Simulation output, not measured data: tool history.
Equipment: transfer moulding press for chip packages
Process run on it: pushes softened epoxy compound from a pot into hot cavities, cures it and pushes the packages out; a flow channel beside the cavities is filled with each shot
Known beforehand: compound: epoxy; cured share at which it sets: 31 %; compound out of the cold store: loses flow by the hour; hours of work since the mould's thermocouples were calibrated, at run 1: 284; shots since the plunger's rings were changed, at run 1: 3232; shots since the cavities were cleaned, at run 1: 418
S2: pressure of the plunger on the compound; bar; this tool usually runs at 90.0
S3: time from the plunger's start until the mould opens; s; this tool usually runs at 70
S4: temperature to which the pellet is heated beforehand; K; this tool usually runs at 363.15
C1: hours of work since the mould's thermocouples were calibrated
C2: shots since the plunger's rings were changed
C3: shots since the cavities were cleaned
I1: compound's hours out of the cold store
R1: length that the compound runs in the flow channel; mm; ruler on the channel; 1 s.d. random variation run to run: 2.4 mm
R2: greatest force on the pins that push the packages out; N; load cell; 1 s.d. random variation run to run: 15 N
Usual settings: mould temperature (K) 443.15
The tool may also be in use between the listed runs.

Run 1, day 0.000: usual settings; C1 284; C2 3232; C3 418; I1 37.5. Result: R1 517 mm, R2 1008 N.
Run 2, day 0.242: usual settings; C1 288; C2 3317; C3 503; I1 24.0. Result: R1 550 mm, R2 1181 N.
Run 3, day 0.679: usual settings; C1 294; C2 3468; C3 654; I1 35.9. Result: R1 520 mm, R2 1186 N.
At day 0.825: cavities cleaned with cleaning compound and waxed.
Run 4, day 0.958: usual settings but S2 103.9 bar; C1 298; C2 3544; C3 46; I1 34.6. Result: R1 560 mm, R2 1442 N.
At day 1.100: plunger's sealing rings changed.
Run 5, day 1.442: usual settings but S2 103.9 bar; C1 304; C2 120; C3 179; I1 26.6. Result: R1 617 mm, R2 1464 N.
Run 6, day 1.871: usual settings but S2 103.9 bar; C1 310; C2 269; C3 328; I1 43.5. Result: R1 577 mm, R2 1365 N.
Run 7, day 2.142: usual settings but mould temperature (K) 436.15, S2 103.9 bar; C1 314; C2 364; C3 423; I1 47.9. Result: R1 572 mm, R2 2118 N.
Run 8, day 2.596: usual settings but mould temperature (K) 436.15, S2 103.9 bar, S3 69 s; C1 321; C2 522; C3 581; I1 40.2. Result: R1 588 mm, R2 2287 N.
Run 9, day 2.821: usual settings but mould temperature (K) 436.15, S2 103.9 bar, S3 69 s; C1 325; C2 600; C3 659; I1 44.1. Result: R1 579 mm, R2 2156 N.
At day 2.933: cavities cleaned with cleaning compound and waxed.
At day 3.229: cavities cleaned with cleaning compound and waxed, once more.
Run 10, day 3.383: usual settings but mould temperature (K) 436.15, S2 103.9 bar, S3 69 s; C1 332; C2 753; C3 54; I1 9.3. Result: R1 660 mm, R2 1504 N.
Run 11, day 3.679: usual settings; C1 336; C2 855; C3 156; I1 16.4. Result: R1 587 mm, R2 952 N.
Run 12, day 3.929: usual settings but S2 109.8 bar; C1 340; C2 943; C3 244; I1 46.3. Result: R1 575 mm, R2 904 N.
Run 13, day 4.125: usual settings but S2 109.8 bar; C1 343; C2 1011; C3 312; I1 29.0. Result: R1 617 mm, R2 1067 N.
Run 14, day 4.367: usual settings but S4 360.15 K; C1 347; C2 1096; C3 397; I1 41.9. Result: R1 531 mm, R2 1043 N.
Run 15, day 4.821: usual settings but S4 360.15 K; C1 354; C2 1253; C3 554; I1 17.9. Result: R1 582 mm, R2 1229 N.
At day 5.229: cavities cleaned with cleaning compound and waxed.
Run 16, day 5.275: usual settings but mould temperature (K) 442.15, S2 86.9 bar, S3 51 s; C1 360; C2 1391; C3 16; I1 44.0. Result: R1 517 mm, R2 1694 N.
Run 17, day 5.512: usual settings but S2 96.9 bar, S3 94 s, S4 365.15 K; C1 364; C2 1473; C3 98; I1 24.4. Result: R1 591 mm, R2 517 N.
Run 18, day 5.846: usual settings but mould temperature (K) 444.15, S2 90.4 bar, S3 77 s, S4 371.15 K; C1 369; C2 1589; C3 214; I1 24.0. Result: R1 560 mm, R2 729 N.
Run 19, day 6.071: usual settings but S2 108.1 bar, S4 366.15 K; C1 372; C2 1668; C3 293; I1 15.2. Result: R1 645 mm, R2 1063 N.
Run 20, day 6.392: usual settings but S4 358.15 K; C1 377; C2 1779; C3 404; I1 43.9. Result: R1 518 mm, R2 1126 N.
Run 21, day 6.838: usual settings but S4 358.15 K; C1 384; C2 1935; C3 560; I1 44.3. Result: R1 514 mm, R2 1173 N.
At day 7.250: cavities cleaned with cleaning compound and waxed.
Run 22, day 7.308: usual settings but S3 74 s, S4 358.15 K; C1 391; C2 2077; C3 20; I1 17.6. Result: R1 574 mm, R2 696 N.
Run 23, day 7.642: usual settings but S3 74 s, S4 358.15 K; C1 396; C2 2193; C3 136; I1 41.4. Result: R1 521 mm, R2 755 N.
Run 24, day 8.075: usual settings but mould temperature (K) 446.15, S2 102.0 bar, S3 96 s, S4 369.15 K; C1 403; C2 2345; C3 288; I1 30.1. Result: R1 577 mm, R2 606 N.
Run 25, day 8.471: usual settings but mould temperature (K) 446.15, S2 102.0 bar, S3 52 s, S4 369.15 K; C1 409; C2 2483; C3 426; I1 43.9. Result: R1 543 mm, R2 1870 N.
Run 26, day 8.896: usual settings but mould temperature (K) 446.15, S2 99.4 bar, S3 55 s, S4 369.15 K; C1 415; C2 2631; C3 574; I1 14.4. Result: R1 604 mm, R2 1926 N.
At day 9.279: cavities cleaned with cleaning compound and waxed.
Run 27, day 9.279: usual settings but mould temperature (K) 446.15, S2 77.0 bar, S3 59 s, S4 371.15 K; C1 420; C2 2742; C3 0; I1 45.7. Result: R1 464 mm, R2 878 N.
Run 28, day 9.608: usual settings but mould temperature (K) 445.15, S2 77.0 bar, S3 59 s, S4 364.15 K; C1 425; C2 2857; C3 115; I1 31.6. Result: R1 496 mm, R2 1238 N.
Run 29, day 10.046: usual settings but mould temperature (K) 445.15, S2 77.0 bar, S3 59 s, S4 364.15 K; C1 432; C2 3010; C3 268; I1 42.9. Result: R1 471 mm, R2 1382 N.

Pick out some run-to-run changes in R1. Of each, how much would a tool without hidden state show as well, from the settings, what came in and chance, and how much is left for the hidden state and any gauge scatter not in both results compared?
Hidden state at play: true mould temperature over the reading, C; pressure that reaches the compound, % of what is set; grip of the stained cavities, % over clean ones'; drift of the gauge itself on flow_mm, %; drift of the gauge itself on push_out_n, %.
Run 4 -> 5: plunger's sealing rings changed. R1 +57 mm: hidden state +34, all else +23.
Run 19 -> 20: S2 108.1 -> 90.0, S4 366.15 -> 358.15. R1 -127 mm: hidden state +3, all else -130.
Run 26 -> 27: S2 99.4 -> 77.0, S3 55 -> 59, S4 369.15 -> 371.15, cavities cleaned with cleaning compound and waxed. R1 -140 mm: hidden state +5, all else -145.
